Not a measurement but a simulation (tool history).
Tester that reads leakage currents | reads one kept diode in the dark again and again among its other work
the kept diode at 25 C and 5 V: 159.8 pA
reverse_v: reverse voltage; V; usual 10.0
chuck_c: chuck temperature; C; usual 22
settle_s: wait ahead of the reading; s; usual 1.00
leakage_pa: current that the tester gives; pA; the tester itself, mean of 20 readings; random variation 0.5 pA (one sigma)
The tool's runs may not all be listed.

run,day,reverse_v,chuck_c,settle_s,leakage_pa
1,0.000,10.0,22,1.00,193.12
2,2.904,10.0,22,1.00,195.28
3,7.917,10.0,22,1.00,196.17
4,11.771,10.0,22,1.00,197.35
5,17.329,10.0,22,1.00,199.81
6,19.929,10.0,22,1.00,200.25
7,23.388,10.0,22,1.00,201.82
8,28.250,10.0,22,1.00,203.40
9,32.804,11.1,22,1.00,214.01
# day 33.712: chuck's temperature calibrated
10,36.375,11.1,22,1.00,186.33
11,42.283,5.7,22,1.00,142.50
12,45.121,10.0,22,3.99,178.41
13,47.833,10.0,22,3.99,179.31
14,51.812,10.0,55,1.00,2139.46
15,57.371,10.0,55,1.00,2155.04
16,59.875,10.0,22,1.00,184.76
17,64.271,10.0,22,1.00,186.51
18,69.246,10.0,22,1.00,188.34
19,72.162,10.0,22,1.00,189.92
20,76.700,10.0,22,1.00,191.66
21,82.417,10.0,22,7.04,190.52
# day 83.892: tester calibrated
22,85.354,10.0,22,0.86,190.62
23,89.142,6.7,40,5.81,632.59
24,91.567,1.0,22,0.51,72.70
25,95.404,1.0,53,0.51,764.16
26,97.958,12.0,50,0.53,1655.55
27,103.658,12.4,43,3.06,1026.55
28,107.338,1.5,28,1.60,140.85
29,111.983,9.1,22,1.00,189.86
30,116.338,10.0,22,2.80,196.82
31,119.712,9.1,22,1.00,192.08
32,124.112,9.1,51,0.34,1632.63
33,127.492,7.2,40,5.83,669.76
34,132.867,7.2,40,5.83,677.51
35,137.783,3.2,33,5.83,289.61
36,143.342,7.7,25,1.72,230.06
37,145.900,7.7,25,1.72,230.16
38,151.721,10.0,54,1.00,2122.38
# day 155.721: probe card cleaned and baked
39,155.721,10.0,54,1.00,2090.42
40,159.962,2.2,26,1.00,141.96

Forecast each of these 3 alternatives for the next run:
A,165.304,2.2,55,1.00,?
B,165.304,2.7,36,1.56,?
C,165.304,6.8,22,1.00,?

run,leakage_pa
A,1251.36
B,343.39
C,160.54
Without the tool's hidden state the same runs would have given:
run,leakage_pa
A,1131.99
B,306.72
C,141.34
